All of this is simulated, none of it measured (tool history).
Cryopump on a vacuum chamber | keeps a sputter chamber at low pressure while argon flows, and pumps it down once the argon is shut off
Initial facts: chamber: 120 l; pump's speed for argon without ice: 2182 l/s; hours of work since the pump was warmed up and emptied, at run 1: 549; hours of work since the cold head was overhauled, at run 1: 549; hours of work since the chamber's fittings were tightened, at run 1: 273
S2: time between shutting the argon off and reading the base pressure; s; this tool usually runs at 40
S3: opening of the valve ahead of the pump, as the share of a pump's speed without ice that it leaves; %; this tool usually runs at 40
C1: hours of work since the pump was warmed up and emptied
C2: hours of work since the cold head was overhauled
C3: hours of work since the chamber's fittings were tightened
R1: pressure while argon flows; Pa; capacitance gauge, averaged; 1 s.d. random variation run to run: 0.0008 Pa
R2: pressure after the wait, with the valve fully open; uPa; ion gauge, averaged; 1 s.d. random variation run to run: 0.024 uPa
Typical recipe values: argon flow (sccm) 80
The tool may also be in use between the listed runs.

run 1 hour=0.0 | argon_flow_(sccm)=80 S2=40 S3=40 | C1=549 C2=549 C3=273 | R1=0.1673 R2=1.23
run 2 hour=33.3 | argon_flow_(sccm)=80 S2=40 S3=40 | C1=576 C2=576 C3=300 | R1=0.1680 R2=1.27
run 3 hour=52.4 | argon_flow_(sccm)=80 S2=40 S3=40 | C1=591 C2=591 C3=315 | R1=0.1693 R2=1.23
run 4 hour=70.8 | argon_flow_(sccm)=80 S2=40 S3=40 | C1=606 C2=606 C3=330 | R1=0.1696 R2=1.27
run 5 hour=100.6 | argon_flow_(sccm)=80 S2=40 S3=40 | C1=630 C2=630 C3=354 | R1=0.1713 R2=1.34
run 6 hour=127.6 | argon_flow_(sccm)=74 S2=40 S3=40 | C1=652 C2=652 C3=376 | R1=0.1578 R2=1.31
run 7 hour=149.4 | argon_flow_(sccm)=74 S2=40 S3=40 | C1=669 C2=669 C3=393 | R1=0.1599 R2=1.33
run 8 hour=179.7 | argon_flow_(sccm)=80 S2=40 S3=40 | C1=693 C2=693 C3=417 | R1=0.1716 R2=1.42
run 9 hour=215.8 | argon_flow_(sccm)=80 S2=40 S3=40 | C1=722 C2=722 C3=446 | R1=0.1724 R2=1.43
run 10 hour=243.8 | argon_flow_(sccm)=80 S2=40 S3=40 | C1=745 C2=745 C3=469 | R1=0.1731 R2=1.43
run 11 hour=281.5 | argon_flow_(sccm)=80 S2=40 S3=40 | C1=775 C2=775 C3=499 | R1=0.1752 R2=1.46
run 12 hour=309.0 | argon_flow_(sccm)=80 S2=86 S3=40 | C1=797 C2=797 C3=521 | R1=0.1741 R2=1.08
-- hour=318.1 pump warmed up, emptied and cooled again
run 13 hour=334.8 | argon_flow_(sccm)=54 S2=84 S3=20 | C1=13 C2=814 C3=538 | R1=0.2101 R2=0.96
run 14 hour=350.3 | argon_flow_(sccm)=34 S2=155 S3=20 | C1=26 C2=826 C3=550 | R1=0.1320 R2=0.80
run 15 hour=374.9 | argon_flow_(sccm)=77 S2=155 S3=24 | C1=46 C2=846 C3=570 | R1=0.2489 R2=0.81
run 16 hour=410.1 | argon_flow_(sccm)=77 S2=155 S3=24 | C1=74 C2=875 C3=599 | R1=0.2521 R2=0.89
run 17 hour=441.5 | argon_flow_(sccm)=53 S2=155 S3=15 | C1=99 C2=900 C3=624 | R1=0.2770 R2=0.86
run 18 hour=463.9 | argon_flow_(sccm)=53 S2=155 S3=15 | C1=117 C2=918 C3=642 | R1=0.2768 R2=0.89
run 19 hour=487.3 | argon_flow_(sccm)=53 S2=155 S3=15 | C1=136 C2=937 C3=661 | R1=0.2744 R2=0.85
run 20 hour=513.0 | argon_flow_(sccm)=53 S2=155 S3=15 | C1=157 C2=957 C3=681 | R1=0.2766 R2=0.91
run 21 hour=549.5 | argon_flow_(sccm)=45 S2=40 S3=50 | C1=186 C2=987 C3=711 | R1=0.0718 R2=1.52
run 22 hour=567.2 | argon_flow_(sccm)=45 S2=40 S3=50 | C1=200 C2=1001 C3=725 | R1=0.0724 R2=1.49
run 23 hour=592.8 | argon_flow_(sccm)=45 S2=40 S3=50 | C1=221 C2=1021 C3=745 | R1=0.0725 R2=1.55

Alternative continuations, all from the tool just after run 23; predict every row:
run A hour=611.9 | argon_flow_(sccm)=152 S2=22 S3=21 | C1=236 C2=1037 C3=761 | R1=? R2=?
run B hour=611.9 | argon_flow_(sccm)=71 S2=40 S3=40 | C1=236 C2=1037 C3=761 | R1=? R2=?
run C hour=611.9 | argon_flow_(sccm)=80 S2=57 S3=40 | C1=236 C2=1037 C3=761 | R1=? R2=?

run=A R1=0.5719 R2=2.12
run=B R1=0.1427 R2=1.58
run=C R1=0.1613 R2=1.36
Without the tool's hidden state the same runs would have given:
run=A R1=0.5612 R2=1.49
run=B R1=0.1377 R2=0.92
run=C R1=0.1556 R2=0.69

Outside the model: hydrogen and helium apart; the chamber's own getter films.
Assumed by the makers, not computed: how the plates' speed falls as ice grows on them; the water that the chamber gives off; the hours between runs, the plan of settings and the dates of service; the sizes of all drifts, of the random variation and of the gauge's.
